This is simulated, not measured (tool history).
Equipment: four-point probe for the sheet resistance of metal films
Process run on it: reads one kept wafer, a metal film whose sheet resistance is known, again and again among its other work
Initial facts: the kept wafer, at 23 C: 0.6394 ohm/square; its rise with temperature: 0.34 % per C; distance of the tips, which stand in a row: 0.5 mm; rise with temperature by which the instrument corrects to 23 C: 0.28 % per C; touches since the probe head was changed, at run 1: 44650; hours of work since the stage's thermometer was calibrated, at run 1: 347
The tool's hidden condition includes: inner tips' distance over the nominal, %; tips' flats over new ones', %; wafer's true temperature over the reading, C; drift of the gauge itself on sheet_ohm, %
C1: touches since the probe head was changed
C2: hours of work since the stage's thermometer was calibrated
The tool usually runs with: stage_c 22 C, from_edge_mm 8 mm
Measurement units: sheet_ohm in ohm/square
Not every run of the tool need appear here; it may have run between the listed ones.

run 1 hour=0.0 | stage_c=22 from_edge_mm=8 | C1=44650 C2=347 | sheet_ohm=0.640177
run 2 hour=21.0 | stage_c=22 from_edge_mm=8 | C1=45513 C2=363 | sheet_ohm=0.640334
run 3 hour=40.5 | stage_c=22 from_edge_mm=8 | C1=46310 C2=378 | sheet_ohm=0.640224
run 4 hour=65.4 | stage_c=22 from_edge_mm=18 | C1=47333 C2=397 | sheet_ohm=0.639366
run 5 hour=102.2 | stage_c=22 from_edge_mm=18 | C1=48842 C2=425 | sheet_ohm=0.639273
run 6 hour=147.6 | stage_c=22 from_edge_mm=18 | C1=50703 C2=459 | sheet_ohm=0.639222
run 7 hour=182.6 | stage_c=22 from_edge_mm=18 | C1=52138 C2=486 | sheet_ohm=0.639119
run 8 hour=216.6 | stage_c=22 from_edge_mm=8 | C1=53532 C2=511 | sheet_ohm=0.640537
run 9 hour=238.4 | stage_c=22 from_edge_mm=7 | C1=54427 C2=528 | sheet_ohm=0.640541
run 10 hour=260.4 | stage_c=22 from_edge_mm=7 | C1=55328 C2=544 | sheet_ohm=0.640690
run 11 hour=301.7 | stage_c=22 from_edge_mm=7 | C1=57022 C2=576 | sheet_ohm=0.640987
run 12 hour=345.5 | stage_c=22 from_edge_mm=8 | C1=58819 C2=609 | sheet_ohm=0.640309
run 13 hour=376.7 | stage_c=22 from_edge_mm=8 | C1=60100 C2=633 | sheet_ohm=0.640463
run 14 hour=403.1 | stage_c=22 from_edge_mm=8 | C1=61182 C2=653 | sheet_ohm=0.640262
run 15 hour=445.0 | stage_c=22 from_edge_mm=8 | C1=62902 C2=684 | sheet_ohm=0.640568
run 16 hour=481.2 | stage_c=22 from_edge_mm=8 | C1=64387 C2=712 | sheet_ohm=0.640341
run 17 hour=504.9 | stage_c=22 from_edge_mm=8 | C1=65358 C2=730 | sheet_ohm=0.640444
run 18 hour=538.0 | stage_c=30 from_edge_mm=7 | C1=66716 C2=755 | sheet_ohm=0.643504
run 19 hour=576.4 | stage_c=30 from_edge_mm=7 | C1=68292 C2=784 | sheet_ohm=0.643387
run 20 hour=603.3 | stage_c=32 from_edge_mm=16 | C1=69391 C2=804 | sheet_ohm=0.642733
run 21 hour=629.0 | stage_c=32 from_edge_mm=16 | C1=70446 C2=824 | sheet_ohm=0.642886
run 22 hour=676.3 | stage_c=22 from_edge_mm=21 | C1=72385 C2=860 | sheet_ohm=0.639163
run 23 hour=709.6 | stage_c=29 from_edge_mm=40 | C1=73753 C2=885 | sheet_ohm=0.641636
run 24 hour=740.0 | stage_c=29 from_edge_mm=40 | C1=75000 C2=908 | sheet_ohm=0.641633
run 25 hour=762.5 | stage_c=18 from_edge_mm=9 | C1=75920 C2=925 | sheet_ohm=0.638407
run 26 hour=809.1 | stage_c=18 from_edge_mm=9 | C1=77835 C2=960 | sheet_ohm=0.638308
run 27 hour=846.1 | stage_c=28 from_edge_mm=50 | C1=79351 C2=988 | sheet_ohm=0.640903
run 28 hour=891.2 | stage_c=33 from_edge_mm=11 | C1=81200 C2=1022 | sheet_ohm=0.643778
run 29 hour=911.7 | stage_c=33 from_edge_mm=11 | C1=82041 C2=1038 | sheet_ohm=0.643668
run 30 hour=932.2 | stage_c=29 from_edge_mm=12 | C1=82882 C2=1053 | sheet_ohm=0.642097
run 31 hour=957.4 | stage_c=28 from_edge_mm=24 | C1=83915 C2=1072 | sheet_ohm=0.641214
run 32 hour=991.6 | stage_c=28 from_edge_mm=24 | C1=85318 C2=1098 | sheet_ohm=0.641093
run 33 hour=1036.5 | stage_c=28 from_edge_mm=24 | C1=87160 C2=1132 | sheet_ohm=0.641238

Branching from run 33: 4 alternative next runs. What would each branch give?
run A hour=1078.2 | stage_c=22 from_edge_mm=51 | C1=88868 C2=1164 | sheet_ohm=?
run B hour=1078.2 | stage_c=30 from_edge_mm=20 | C1=88868 C2=1164 | sheet_ohm=?
run C hour=1078.2 | stage_c=19 from_edge_mm=3 | C1=88868 C2=1164 | sheet_ohm=?
run D hour=1078.2 | stage_c=28 from_edge_mm=5 | C1=88868 C2=1164 | sheet_ohm=?

run=A sheet_ohm=0.638997
run=B sheet_ohm=0.642086
run=C sheet_ohm=0.647279
run=D sheet_ohm=0.644658
Without the tool's unlogged condition, the same runs would have read:
run=A sheet_ohm=0.639087
run=B sheet_ohm=0.642176
run=C sheet_ohm=0.647369
run=D sheet_ohm=0.644749
